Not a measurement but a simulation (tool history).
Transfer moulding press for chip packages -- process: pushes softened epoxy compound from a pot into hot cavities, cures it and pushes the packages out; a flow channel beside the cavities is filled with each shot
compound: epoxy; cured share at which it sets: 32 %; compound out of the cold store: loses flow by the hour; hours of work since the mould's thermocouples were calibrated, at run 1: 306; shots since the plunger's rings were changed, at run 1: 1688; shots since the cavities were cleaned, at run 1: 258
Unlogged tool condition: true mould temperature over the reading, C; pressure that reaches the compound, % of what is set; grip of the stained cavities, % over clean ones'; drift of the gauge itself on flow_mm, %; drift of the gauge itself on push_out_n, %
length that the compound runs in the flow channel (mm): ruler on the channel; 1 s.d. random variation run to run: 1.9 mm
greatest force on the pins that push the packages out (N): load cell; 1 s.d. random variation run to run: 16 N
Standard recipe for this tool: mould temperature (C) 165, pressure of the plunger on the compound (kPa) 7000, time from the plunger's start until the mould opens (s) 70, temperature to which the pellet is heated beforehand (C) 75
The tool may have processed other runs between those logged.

| run | hour | mould temperature (C) | pressure of the plunger on the compound (kPa) | time from the plunger's start until the mould opens (s) | temperature to which the pellet is heated beforehand (C) | hours of work since the mould's thermocouples were calibrated | shots since the plunger's rings were changed | shots since the cavities were cleaned | incoming compound's hours out of the cold store | length that the compound runs in the flow channel (mm) | greatest force on the pins that push the packages out (N) |
|---|---|---|---|---|---|---|---|---|---|---|---|
| 1 | 0.0 | 165 | 7000 | 70 | 75 | 306 | 1688 | 258 | 18.3 | 753 | 1099 |
| 2 | 33.4 | 165 | 7000 | 70 | 75 | 321 | 2063 | 633 | 46.3 | 689 | 1268 |
| 3 | 50.6 | 165 | 7000 | 70 | 75 | 329 | 2256 | 826 | 34.1 | 711 | 1338 |
|  | 65.3 | cavities cleaned with cleaning compound and waxed |
|  | 79.6 | plunger's sealing rings changed |
| 4 | 79.6 | 169 | 7000 | 70 | 75 | 340 | 0 | 133 | 21.2 | 748 | 724 |
| 5 | 105.4 | 169 | 7000 | 70 | 71 | 352 | 290 | 423 | 17.2 | 760 | 929 |
| 6 | 132.1 | 169 | 6780 | 70 | 71 | 364 | 588 | 721 | 31.3 | 713 | 984 |
|  | 156.3 | cavities cleaned with cleaning compound and waxed |
| 7 | 160.7 | 169 | 6780 | 70 | 71 | 376 | 892 | 49 | 29.0 | 717 | 681 |
|  | 170.7 | mould's thermocouples calibrated |
| 8 | 192.4 | 165 | 7000 | 70 | 75 | 10 | 1226 | 383 | 10.5 | 773 | 1216 |
| 9 | 213.4 | 165 | 8300 | 70 | 75 | 19 | 1461 | 618 | 15.9 | 830 | 1321 |
| 10 | 234.6 | 167 | 7000 | 70 | 75 | 29 | 1700 | 857 | 15.9 | 753 | 1176 |
|  | 247.3 | cavities cleaned with cleaning compound and waxed |
| 11 | 263.0 | 165 | 7000 | 104 | 75 | 41 | 2001 | 176 | 32.5 | 714 | 548 |
| 12 | 285.4 | 165 | 6810 | 70 | 75 | 51 | 2253 | 428 | 9.7 | 759 | 1270 |
|  | 312.2 | plunger's sealing rings changed |
| 13 | 312.4 | 165 | 6810 | 70 | 75 | 62 | 2 | 703 | 10.7 | 775 | 1352 |
| 14 | 326.7 | 165 | 6810 | 70 | 75 | 68 | 162 | 863 | 15.1 | 764 | 1409 |
|  | 337.9 | cavities cleaned with cleaning compound and waxed |
| 15 | 356.9 | 165 | 6810 | 70 | 75 | 81 | 484 | 213 | 30.0 | 730 | 1027 |
| 16 | 384.5 | 165 | 6810 | 70 | 75 | 93 | 794 | 523 | 21.8 | 745 | 1283 |
| 17 | 414.1 | 165 | 7880 | 70 | 75 | 107 | 1127 | 856 | 11.7 | 824 | 1431 |
|  | 424.3 | cavities cleaned with cleaning compound and waxed |
| 18 | 448.6 | 165 | 5580 | 97 | 75 | 121 | 1497 | 272 | 31.0 | 648 | 592 |
| 19 | 462.3 | 162 | 7370 | 70 | 80 | 127 | 1650 | 425 | 39.7 | 728 | 1374 |
| 20 | 491.4 | 165 | 7000 | 70 | 77 | 141 | 1977 | 752 | 34.2 | 715 | 1298 |
|  | 512.0 | cavities cleaned with cleaning compound and waxed |
| 21 | 520.5 | 172 | 7000 | 76 | 75 | 153 | 2287 | 95 | 38.9 | 687 | 521 |
|  | 545.1 | plunger's sealing rings changed |
| 22 | 553.7 | 165 | 6700 | 56 | 75 | 167 | 96 | 439 | 17.0 | 755 | 2188 |
| 23 | 570.0 | 163 | 5800 | 56 | 82 | 174 | 280 | 623 | 10.2 | 721 | 2618 |

Run 24 is up next; what results do you expect?
| 24 | 597.2 | 167 | 5340 | 96 | 78 | 186 | 585 | 928 | 16.9 | ? | ? |

length that the compound runs in the flow channel (mm): 668
greatest force on the pins that push the packages out (N): 771
The same run, on a tool lacking any hidden state, would have yielded length that the compound runs in the flow channel (mm) 674, greatest force on the pins that push the packages out (N) 453.

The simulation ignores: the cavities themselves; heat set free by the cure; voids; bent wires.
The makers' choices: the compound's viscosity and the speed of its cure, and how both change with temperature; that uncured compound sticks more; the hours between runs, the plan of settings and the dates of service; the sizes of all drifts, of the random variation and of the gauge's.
